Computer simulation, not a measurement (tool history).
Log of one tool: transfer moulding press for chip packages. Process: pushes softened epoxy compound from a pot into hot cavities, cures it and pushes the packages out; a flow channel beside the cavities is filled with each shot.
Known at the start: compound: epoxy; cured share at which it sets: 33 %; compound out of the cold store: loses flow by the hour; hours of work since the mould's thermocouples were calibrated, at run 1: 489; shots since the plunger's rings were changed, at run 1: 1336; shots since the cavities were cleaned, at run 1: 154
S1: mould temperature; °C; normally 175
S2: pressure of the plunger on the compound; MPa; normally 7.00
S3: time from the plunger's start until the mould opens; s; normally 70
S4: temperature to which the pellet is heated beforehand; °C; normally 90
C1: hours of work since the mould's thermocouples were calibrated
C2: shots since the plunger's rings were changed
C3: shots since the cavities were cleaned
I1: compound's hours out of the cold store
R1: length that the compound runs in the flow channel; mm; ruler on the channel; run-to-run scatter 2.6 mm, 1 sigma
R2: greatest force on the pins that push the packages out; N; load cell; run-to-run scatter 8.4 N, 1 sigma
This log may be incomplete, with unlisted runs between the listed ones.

Run 1, hour 0.0: usual settings; C1 489; C2 1336; C3 154; I1 9.1. Result: R1 1035 mm, R2 549 N.
Run 2, hour 51.8: usual settings but S1 170 °C; C1 523; C2 2076; C3 894; I1 17.1. Result: R1 1009 mm, R2 867 N.
At hour 58.9: cavities cleaned with cleaning compound and waxed.
Run 3, hour 106.7: usual settings but S1 170 °C; C1 558; C2 2839; C3 682; I1 37.4. Result: R1 920 mm, R2 821 N.
At hour 128.7: cavities cleaned with cleaning compound and waxed.
Run 4, hour 143.2: usual settings but S1 170 °C; C1 581; C2 3339; C3 206; I1 17.2. Result: R1 993 mm, R2 743 N.
Run 5, hour 170.0: usual settings but S1 170 °C; C1 599; C2 3722; C3 589; I1 13.5. Result: R1 1006 mm, R2 859 N.
At hour 196.5: cavities cleaned with cleaning compound and waxed.
Run 6, hour 212.1: usual settings but S1 170 °C; C1 625; C2 4304; C3 224; I1 16.7. Result: R1 988 mm, R2 739 N.
Run 7, hour 236.3: usual settings but S1 170 °C; C1 641; C2 4649; C3 569; I1 17.0. Result: R1 981 mm, R2 832 N.
At hour 242.1: mould's thermocouples calibrated.
At hour 266.7: cavities cleaned with cleaning compound and waxed.
Run 8, hour 268.9: usual settings but S1 170 °C; C1 17; C2 5065; C3 31; I1 8.3. Result: R1 1020 mm, R2 736 N.
Run 9, hour 314.0: usual settings but S1 170 °C; C1 46; C2 5710; C3 676; I1 30.6. Result: R1 920 mm, R2 849 N.
At hour 320.3: plunger's sealing rings changed.
At hour 339.0: cavities cleaned with cleaning compound and waxed.
Run 10, hour 363.1: usual settings but S1 170 °C; C1 76; C2 591; C3 345; I1 44.4. Result: R1 914 mm, R2 717 N.
At hour 408.8: cavities cleaned with cleaning compound and waxed.
Run 11, hour 413.2: usual settings; C1 108; C2 1285; C3 62; I1 36.4. Result: R1 923 mm, R2 512 N.
Run 12, hour 458.8: usual settings but S1 176 °C, S2 5.57 MPa, S4 85 °C; C1 137; C2 1937; C3 714; I1 12.2. Result: R1 901 mm, R2 613 N.
At hour 480.6: cavities cleaned with cleaning compound and waxed.
Run 13, hour 510.9: usual settings but S1 174 °C, S3 61 s, S4 98 °C; C1 171; C2 2660; C3 433; I1 41.4. Result: R1 890 mm, R2 763 N.
Run 14, hour 542.7: usual settings but S2 5.21 MPa, S3 57 s, S4 98 °C; C1 192; C2 3115; C3 888; I1 19.1. Result: R1 840 mm, R2 1015 N.
At hour 552.2: cavities cleaned with cleaning compound and waxed.
Run 15, hour 587.7: usual settings but S1 182 °C, S2 5.73 MPa, S3 61 s, S4 98 °C; C1 220; C2 3737; C3 507; I1 19.3. Result: R1 851 mm, R2 557 N.
At hour 623.0: cavities cleaned with cleaning compound and waxed.
Run 16, hour 632.8: usual settings but S1 176 °C, S4 99 °C; C1 249; C2 4360; C3 140; I1 19.9. Result: R1 955 mm, R2 494 N.
Run 17, hour 682.6: usual settings but S2 6.36 MPa, S3 96 s, S4 87 °C; C1 281; C2 5072; C3 852; I1 18.2. Result: R1 914 mm, R2 511 N.
At hour 691.5: cavities cleaned with cleaning compound and waxed.
Run 18, hour 726.0: usual settings but S1 181 °C, S3 103 s; C1 309; C2 5671; C3 493; I1 9.9. Result: R1 968 mm, R2 443 N.

Hidden state or all else? Some run-to-run changes of R1, split into what the settings, what came in and random variation would give without the hidden state, and what is left for the hidden state (with any gauge scatter that isn't in both results):
Hidden conditions of the tool in this case: true mould temperature over the reading, C; pressure that reaches the compound, % of what is set; grip of the stained cavities, % over clean ones'; drift of the gauge itself on flow_mm, %; drift of the gauge itself on push_out_n, %.
Run 9 -> 10: plunger's sealing rings changed, cavities cleaned with cleaning compound and waxed. R1 -6 mm: hidden state +45, all else -51.
Run 15 -> 16: S1 182 -> 176, S2 5.73 -> 7.00, S3 61 -> 70, S4 98 -> 99, cavities cleaned with cleaning compound and waxed. R1 +104 mm: hidden state -10, all else +114.
